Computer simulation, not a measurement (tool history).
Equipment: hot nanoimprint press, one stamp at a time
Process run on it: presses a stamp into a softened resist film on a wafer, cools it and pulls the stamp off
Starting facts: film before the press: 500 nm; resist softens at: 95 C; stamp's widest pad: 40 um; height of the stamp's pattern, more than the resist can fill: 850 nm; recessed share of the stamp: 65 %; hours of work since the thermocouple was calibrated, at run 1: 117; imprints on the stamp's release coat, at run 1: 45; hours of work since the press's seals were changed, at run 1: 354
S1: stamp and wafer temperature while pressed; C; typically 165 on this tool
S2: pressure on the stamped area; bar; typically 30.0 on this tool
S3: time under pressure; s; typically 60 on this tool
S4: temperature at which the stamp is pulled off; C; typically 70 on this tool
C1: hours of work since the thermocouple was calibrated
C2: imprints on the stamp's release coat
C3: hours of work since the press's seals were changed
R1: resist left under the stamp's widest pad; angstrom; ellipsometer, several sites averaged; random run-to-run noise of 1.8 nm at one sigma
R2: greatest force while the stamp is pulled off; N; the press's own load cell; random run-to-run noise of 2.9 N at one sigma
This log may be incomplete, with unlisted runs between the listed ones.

Run 1, hour 0.0: usual settings; C1 117; C2 45; C3 354. Result: R1 2898 angstrom, R2 138 N.
Run 2, hour 9.5: usual settings; C1 123; C2 71; C3 359. Result: R1 2915 angstrom, R2 142 N.
Run 3, hour 26.7: usual settings but S3 86 s; C1 133; C2 117; C3 370. Result: R1 2614 angstrom, R2 139 N.
Run 4, hour 36.4: usual settings but S3 86 s; C1 139; C2 144; C3 376. Result: R1 2601 angstrom, R2 147 N.
Run 5, hour 47.9: usual settings but S2 37.9 bar, S3 86 s; C1 146; C2 175; C3 382. Result: R1 2344 angstrom, R2 141 N.
Run 6, hour 58.7: usual settings but S2 37.9 bar, S3 86 s; C1 152; C2 204; C3 389. Result: R1 2341 angstrom, R2 138 N.
Run 7, hour 66.2: usual settings but S2 37.9 bar, S3 86 s; C1 157; C2 224; C3 393. Result: R1 2335 angstrom, R2 135 N.
Run 8, hour 81.3: usual settings but S2 37.9 bar, S3 86 s; C1 166; C2 265; C3 402. Result: R1 2318 angstrom, R2 139 N.
Run 9, hour 95.7: usual settings but S2 37.9 bar, S3 86 s; C1 174; C2 304; C3 411. Result: R1 2353 angstrom, R2 147 N.

Forecast run 10:
Run 10, hour 102.9: usual settings but S2 31.5 bar, S3 86 s, S4 62 C; C1 179; C2 324; C3 415. Result: R1 ?, R2 ?.

For run 10 the tool returned R1 2562 angstrom, R2 166 N.
Had the tool carried no hidden state, the very same run would have given R1 2559 angstrom, R2 165 N.
